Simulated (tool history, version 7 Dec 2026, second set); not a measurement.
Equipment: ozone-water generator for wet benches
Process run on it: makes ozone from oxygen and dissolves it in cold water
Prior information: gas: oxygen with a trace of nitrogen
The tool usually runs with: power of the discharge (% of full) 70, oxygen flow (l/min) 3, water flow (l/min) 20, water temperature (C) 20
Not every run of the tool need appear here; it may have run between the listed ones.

run	hour	power of the discharge (% of full)	oxygen flow (l/min)	water flow (l/min)	water temperature (C)	dissolved ozone (ppm)	ozone in the gas ahead of the water (g/m3)
1	0	70	3	20	20	14.2	238.4
2	99.3	70	3	14	20	20.2	240.1
3	167.4	70	3	14	20	20	239.3
4	288.7	70	3	15	20	18.8	239.8
5	360	70	3	15	20	18.9	237.6
6	507.1	70	3.78	15	20	19	216
7	652.5	70	3	20	20	14.3	235.7
8	752.4	70	3	20	20	14	237
9	900.1	70	3	20	20	14	235.1
10	1043.1	56	3	20	20	12.3	212.1
11	1176.4	45	3	20	20	11.3	189.7
12	1303.3	45	3	15	20	14.9	189.4
13	1364.6	50	3	20	15	12.6	196.7
14	1505.3	50	2.42	20	15	11.8	218.2
15	1627.3	62	2.22	21	14	12.2	251.2
16	1760.5	62	2.22	19	14	13.3	252.4
17	1835.7	62	2.22	19	14	13.6	251.5
18	1914.9	42	3	16	12	14.4	179.7
19	2020.5	42	3	16	12	14.1	180.6
20	2134.3	52	3	20	12	12.5	200.1
21	2203.8	70	3	21	24	12.5	229.5
22	2282.8	70	3	14	13	20.5	227.2

A few steps of dissolved ozone (ppm) between consecutive runs. Split each: what settings, incoming material and random variation would produce without the hidden state, and what is left over for the hidden state, along with gauge scatter present in only one of the two compared results (measured, and without hidden state):
Hidden state present: yield of the discharge, % of new electrodes'; contactor's efficiency, % of a clean one's; true water temperature over the reading, C; drift of the gauge itself on ozone_ppm, %; drift of the gauge itself on gas_g_m3, %.
Run 1 -> 2: water flow (l/min) 20 -> 14. dissolved ozone (ppm) +6: hidden state -0.5, all else +6.5.
Run 21 -> 22: water flow (l/min) 21 -> 14, water temperature (C) 24 -> 13. dissolved ozone (ppm) +8: hidden state -1.3, all else +9.3.
